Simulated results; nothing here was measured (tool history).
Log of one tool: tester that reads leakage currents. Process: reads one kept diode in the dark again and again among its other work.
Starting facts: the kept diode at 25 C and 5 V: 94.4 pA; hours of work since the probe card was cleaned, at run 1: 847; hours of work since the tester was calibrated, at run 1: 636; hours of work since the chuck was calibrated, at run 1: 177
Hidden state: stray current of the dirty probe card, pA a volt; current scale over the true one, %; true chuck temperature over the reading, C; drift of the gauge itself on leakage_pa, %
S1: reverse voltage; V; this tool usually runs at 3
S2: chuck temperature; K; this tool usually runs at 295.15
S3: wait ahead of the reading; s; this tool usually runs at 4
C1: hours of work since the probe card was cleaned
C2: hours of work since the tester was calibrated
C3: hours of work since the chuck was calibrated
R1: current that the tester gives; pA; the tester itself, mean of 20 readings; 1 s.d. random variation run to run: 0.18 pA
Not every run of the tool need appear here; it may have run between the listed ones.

| run | hour | S1 | S2 | S3 | C1 | C2 | C3 | R1 |
|---|---|---|---|---|---|---|---|---|
| 1 | 0 | 3 | 295.15 | 4 | 847 | 636 | 177 | 56.85 |
| 2 | 22.7 | 3 | 295.15 | 4 | 864 | 652 | 194 | 57.11 |
| 3 | 57.9 | 3 | 295.15 | 4 | 891 | 679 | 220 | 56.75 |
| 4 | 104.7 | 3 | 295.15 | 7.5 | 925 | 714 | 255 | 57.07 |
| 5 | 155.9 | 3 | 295.15 | 7.5 | 964 | 752 | 293 | 56.89 |
| 6 | 204.8 | 3 | 295.15 | 7.5 | 1000 | 788 | 329 | 56.77 |
| 7 | 244.5 | 3 | 295.15 | 7.5 | 1030 | 818 | 359 | 56.49 |
| 8 | 273.3 | 4.43 | 295.15 | 4 | 1051 | 839 | 380 | 69.35 |
| 9 | 315.6 | 4.43 | 295.15 | 0.31 | 1083 | 871 | 412 | 72.83 |
| 10 | 358.4 | 4.43 | 295.15 | 4.62 | 1114 | 902 | 444 | 69.28 |
| 11 | 402.8 | 3 | 295.15 | 4 | 1147 | 936 | 477 | 57.06 |
| 12 | 435.6 | 3 | 295.15 | 4 | 1172 | 960 | 501 | 57.09 |
| 13 | 461.8 | 3 | 295.15 | 4 | 1191 | 980 | 521 | 56.94 |
| 14 | 511 | 3 | 295.15 | 4 | 1228 | 1016 | 557 | 56.97 |
| 15 | 536 | 13.93 | 295.15 | 4 | 1247 | 1035 | 576 | 123.61 |
| 16 | 586 | 13.93 | 295.15 | 4 | 1284 | 1072 | 613 | 123.44 |
|  | 613.7 | chuck's temperature calibrated |
| 17 | 635.3 | 13.93 | 295.15 | 4 | 1319 | 1107 | 16 | 124.04 |
| 18 | 681.6 | 13.93 | 295.15 | 4 | 1354 | 1142 | 51 | 124.18 |
| 19 | 720.8 | 1.78 | 320.15 | 1.97 | 1383 | 1171 | 80 | 309.8 |
| 20 | 763.3 | 1.78 | 304.15 | 0.36 | 1414 | 1203 | 111 | 93.3 |
| 21 | 803.8 | 2.26 | 323.15 | 5.71 | 1445 | 1233 | 142 | 431.47 |
| 22 | 836.6 | 3 | 312.15 | 4 | 1469 | 1257 | 166 | 222.76 |
| 23 | 860 | 9.96 | 327.15 | 0.96 | 1486 | 1275 | 183 | 1213.6 |
| 24 | 897.5 | 9.96 | 327.15 | 0.96 | 1514 | 1302 | 211 | 1207.48 |
| 25 | 921.9 | 3.16 | 323.15 | 0.31 | 1533 | 1321 | 230 | 514.44 |
| 26 | 959.4 | 3.16 | 323.15 | 0.31 | 1560 | 1349 | 257 | 512.87 |
|  | 965.9 | probe card cleaned and baked |
| 27 | 989 | 3.16 | 317.15 | 0.4 | 17 | 1368 | 277 | 334.48 |
| 28 | 1036.4 | 3.16 | 331.15 | 6.75 | 52 | 1404 | 313 | 891.3 |
| 29 | 1086.2 | 3.16 | 318.15 | 8.3 | 90 | 1441 | 350 | 358.37 |
| 30 | 1136.2 | 3 | 333.15 | 4.52 | 127 | 1478 | 387 | 996.03 |
| 31 | 1161.3 | 3 | 333.15 | 4.52 | 146 | 1497 | 406 | 990.64 |
| 32 | 1211.2 | 3 | 333.15 | 4.52 | 183 | 1534 | 443 | 990.88 |
| 33 | 1241.2 | 3 | 333.15 | 4.52 | 205 | 1556 | 465 | 993.74 |

Each row is a separate what-if for the run after 33, all from the same tool condition, not one after another. Results?
| A | 1284.6 | 5.69 | 295.15 | 4 | 237 | 1589 | 497 | ? |
| B | 1284.6 | 1.68 | 309.15 | 4.52 | 237 | 1589 | 497 | ? |
| C | 1284.6 | 2.09 | 295.15 | 4 | 237 | 1589 | 497 | ? |
| D | 1284.6 | 14.83 | 295.15 | 1.17 | 237 | 1589 | 497 | ? |
| E | 1284.6 | 1.65 | 295.15 | 0.67 | 237 | 1589 | 497 | ? |

| run | R1 |
|---|---|
| A | 78.36 |
| B | 131.78 |
| C | 47.5 |
| D | 130.21 |
| E | 42.66 |
Without the tool's unlogged condition, the same runs would have read:
| run | R1 |
|---|---|
| A | 78.45 |
| B | 131.91 |
| C | 47.55 |
| D | 130.34 |
| E | 42.71 |
